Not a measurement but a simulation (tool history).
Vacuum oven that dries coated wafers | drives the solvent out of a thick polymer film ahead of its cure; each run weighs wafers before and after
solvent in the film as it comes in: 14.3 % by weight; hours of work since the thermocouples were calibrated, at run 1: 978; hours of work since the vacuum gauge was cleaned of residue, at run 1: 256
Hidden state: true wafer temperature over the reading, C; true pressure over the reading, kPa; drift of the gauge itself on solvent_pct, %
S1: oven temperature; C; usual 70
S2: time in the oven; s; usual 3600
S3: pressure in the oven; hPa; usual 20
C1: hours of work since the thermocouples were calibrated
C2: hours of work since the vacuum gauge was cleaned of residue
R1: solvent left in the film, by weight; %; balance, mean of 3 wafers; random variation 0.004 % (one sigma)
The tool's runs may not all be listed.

run	hour	S1	S2	S3	C1	C2	R1
1	0	70	3600	20	978	256	2.322
2	14.5	85	3600	20	984	263	1.071
3	29.4	85	3600	20	992	270	1.079
4	39.4	85	3600	20	996	275	1.072
5	52.5	79	3600	20	1002	281	1.403
6	62.2	60	3600	20	1007	285	4.381
7	68.9	60	3600	20	1010	289	4.385
8	83.4	82	3600	20	1017	295	1.223
9	91.3	82	3600	18.6	1021	299	1.143
10	100.1	82	2340	18.6	1025	303	1.316
11	114.4	82	2340	18.6	1032	310	1.314
12	127.7	82	2340	18.6	1038	316	1.321
13	138.2	82	2340	18.6	1043	321	1.317
14	149.4	82	2340	32.9	1048	327	2.139
15	155.8	82	2340	32.9	1052	330	2.144
16	166.3	82	2340	32.9	1056	335	2.139
17	179.5	70	3600	20	1063	341	2.322
18	195.2	70	3600	20	1070	348	2.319
19	210.2	70	3600	20	1077	356	2.323
20	217.1	70	3600	20	1081	359	2.322
# hour 219.2: vacuum gauge cleaned of residue and calibrated
21	233.1	70	4680	20	1087	7	2.104
22	241.9	70	3600	20	1092	11	2.334
# hour 253.3: vacuum gauge cleaned of residue and calibrated, once more
23	255.2	70	3600	20	1097	1	2.276
24	269.8	70	3600	13	1104	8	1.63
25	279.7	70	3600	13	1109	13	1.626
26	288	70	3600	13	1113	16	1.621
27	297.9	62	3600	41.3	1118	21	6.401
28	312	62	3600	41.3	1124	28	6.4
29	321.9	62	3600	41.3	1129	33	6.388
30	334.7	75	3240	41.3	1135	39	3.388
31	350.5	58	3600	11.8	1143	46	3.736
32	357.9	83	3600	20	1146	50	1.133
33	371.7	81	4800	78.1	1153	56	4.757
34	382.1	70	2820	65.9	1157	61	6.763
35	394.4	70	3600	15.8	1163	67	1.888
36	402.3	70	5280	20	1167	71	1.992
37	412.2	56	2280	24	1172	75	7.354
38	427.1	56	2280	24	1179	83	7.338
39	435.8	56	2280	24	1183	87	7.345
40	445.2	73	3120	12.2	1187	91	1.404
41	452.4	70	2640	22.3	1191	95	2.992
42	459.6	70	2640	22.3	1194	98	2.995
43	470.6	70	6240	47.8	1199	103	4.572
44	477.4	65	4200	62	1203	106	7.605
45	491.4	65	4200	62	1209	113	7.591
46	504.6	65	4200	62	1216	119	7.577

4 ways to go on from here, each from the tool as it stands after run 46. What would each give?
A	511.7	70	2640	20	1219	123	?
B	511.7	65	4200	41	1219	123	?
C	511.7	76	5940	51.3	1219	123	?
D	511.7	60	4200	18.5	1219	123	?

run	R1
A	2.789
B	5.236
C	3.813
D	3.723
Without the tool's hidden state the same runs would have given:
run	R1
A	3.111
B	5.688
C	4.077
D	4.122
